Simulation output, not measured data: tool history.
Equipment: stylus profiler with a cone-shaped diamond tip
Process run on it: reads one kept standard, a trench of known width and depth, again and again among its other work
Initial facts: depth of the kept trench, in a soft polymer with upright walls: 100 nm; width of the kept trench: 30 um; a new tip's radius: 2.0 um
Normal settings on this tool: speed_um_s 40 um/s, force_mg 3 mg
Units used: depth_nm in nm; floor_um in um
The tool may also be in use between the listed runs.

run 1 hour=0 | speed_um_s=40 force_mg=3 | depth_nm=101.11 floor_um=28.52
run 2 hour=14.5 | speed_um_s=40 force_mg=4.81 | depth_nm=101.61 floor_um=28.54
run 3 hour=26 | speed_um_s=40 force_mg=8.84 | depth_nm=102.47 floor_um=28.57
run 4 hour=33.2 | speed_um_s=77 force_mg=8.84 | depth_nm=102.48 floor_um=28.47
run 5 hour=47.9 | speed_um_s=77 force_mg=8.84 | depth_nm=102.4 floor_um=28.49
run 6 hour=54.5 | speed_um_s=77 force_mg=8.84 | depth_nm=102.54 floor_um=28.51
-- hour=56.4 height scale calibrated on a step standard
run 7 hour=64.3 | speed_um_s=77 force_mg=8.84 | depth_nm=102.47 floor_um=28.46
run 8 hour=71.8 | speed_um_s=77 force_mg=8.84 | depth_nm=102.5 floor_um=28.45
run 9 hour=78.4 | speed_um_s=34 force_mg=3 | depth_nm=101.23 floor_um=28.55
run 10 hour=85.8 | speed_um_s=82 force_mg=1.57 | depth_nm=101.05 floor_um=28.19
run 11 hour=92.1 | speed_um_s=82 force_mg=1.57 | depth_nm=100.83 floor_um=28.13
-- hour=99.9 height scale calibrated on a step standard, once more
run 12 hour=100 | speed_um_s=11 force_mg=2.28 | depth_nm=101.01 floor_um=28.62
run 13 hour=107.1 | speed_um_s=75 force_mg=8.38 | depth_nm=102.39 floor_um=28.43
run 14 hour=115.6 | speed_um_s=75 force_mg=8.38 | depth_nm=102.39 floor_um=28.5
run 15 hour=121.8 | speed_um_s=81 force_mg=3 | depth_nm=101.22 floor_um=28.3
run 16 hour=136.4 | speed_um_s=81 force_mg=3 | depth_nm=101.18 floor_um=28.26
run 17 hour=151.6 | speed_um_s=47 force_mg=3 | depth_nm=101.15 floor_um=28.44
run 18 hour=163.7 | speed_um_s=40 force_mg=1.12 | depth_nm=100.72 floor_um=28.34

Predict each of these 5 candidate next runs independently; none follows another, all start after run 18:
run A hour=170.2 | speed_um_s=40 force_mg=2.42 | depth_nm=? floor_um=?
run B hour=170.2 | speed_um_s=24 force_mg=2.19 | depth_nm=? floor_um=?
run C hour=170.2 | speed_um_s=71 force_mg=3 | depth_nm=? floor_um=?
run D hour=170.2 | speed_um_s=77 force_mg=4.49 | depth_nm=? floor_um=?
run E hour=170.2 | speed_um_s=12 force_mg=1.46 | depth_nm=? floor_um=?

run=A depth_nm=101.02 floor_um=28.47
run=B depth_nm=101.05 floor_um=28.48
run=C depth_nm=101.1 floor_um=28.33
run=D depth_nm=101.48 floor_um=28.38
run=E depth_nm=100.79 floor_um=28.61
Had the tool no hidden state, the same runs would have come out as:
run=A depth_nm=100.99 floor_um=28.57
run=B depth_nm=101.02 floor_um=28.58
run=C depth_nm=101.07 floor_um=28.43
run=D depth_nm=101.45 floor_um=28.48
run=E depth_nm=100.76 floor_um=28.7
